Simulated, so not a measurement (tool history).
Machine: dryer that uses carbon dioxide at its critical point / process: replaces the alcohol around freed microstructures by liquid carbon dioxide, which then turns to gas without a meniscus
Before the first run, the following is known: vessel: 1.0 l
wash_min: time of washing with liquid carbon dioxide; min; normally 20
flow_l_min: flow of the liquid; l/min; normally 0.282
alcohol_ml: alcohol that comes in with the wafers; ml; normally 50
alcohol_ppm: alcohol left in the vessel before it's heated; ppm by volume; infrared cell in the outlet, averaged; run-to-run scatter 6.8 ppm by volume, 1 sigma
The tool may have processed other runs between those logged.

run  hour  wash_min  flow_l_min  alcohol_ml  alcohol_ppm
  1     0        20       0.282          50          658
  2     6        20       0.282          50          649
  3  12.8        20       0.282          24          326
  4  19.4        20       0.282          24          346
  5  29.5        20       0.282          24          350
  6  36.6        20       0.334          27          207
  7  46.5        20       0.334          27          222
  8    53        27       0.178          45         1128
  9  62.8        21       0.287          45          518
 10  70.6        21       0.287          45          530

What if the next run were any one of these 3? Each begins from the tool's condition after run 10:
  A  78.5        13       0.282          50            ?
  B  78.5        21       0.322          45            ?
  C  78.5        17       0.217          23            ?

run  alcohol_ppm
  A         3198
  B          337
  C         1433
With the hidden condition removed and each run's random variation left untouched, the same runs would have given:
run  alcohol_ppm
  A         1823
  B          112
  C          796

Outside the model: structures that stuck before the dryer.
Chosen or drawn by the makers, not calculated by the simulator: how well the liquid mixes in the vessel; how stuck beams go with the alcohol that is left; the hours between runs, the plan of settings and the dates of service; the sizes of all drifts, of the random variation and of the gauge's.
